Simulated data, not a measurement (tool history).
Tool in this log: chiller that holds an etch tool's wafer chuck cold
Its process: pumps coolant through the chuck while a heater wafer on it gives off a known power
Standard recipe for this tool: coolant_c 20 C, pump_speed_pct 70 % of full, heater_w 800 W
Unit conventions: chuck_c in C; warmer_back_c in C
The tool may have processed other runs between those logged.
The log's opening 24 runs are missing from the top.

run	day	coolant_c	pump_speed_pct	heater_w	chuck_c	warmer_back_c
25	176.192	25	72	774	32.2	2.15
26	182.454	25	72	774	32.1	2.14
27	188.629	23	70	1138	33.7	3.21
28	195.475	13	70	815	20.7	2.33
29	200.204	16	70	815	23.5	2.32
30	207.229	16	70	815	23.7	2.3
31	214.954	25	70	974	34.2	2.77
# day 219.696: chiller's thermometer calibrated
32	219.696	25	70	974	34.1	2.78

Branching from run 32: 3 alternative next runs. What would each branch give?
A	226.175	16	70	1031	?	?
B	226.175	19	70	974	?	?
C	226.175	13	91	1100	?	?

run	chuck_c	warmer_back_c
A	25.8	2.93
B	28.2	2.73
C	21.1	2.34
Take away the tool's hidden state, keep each run's random variation, and the runs would have read:
run	chuck_c	warmer_back_c
A	25.7	2.93
B	28.2	2.73
C	21.1	2.34
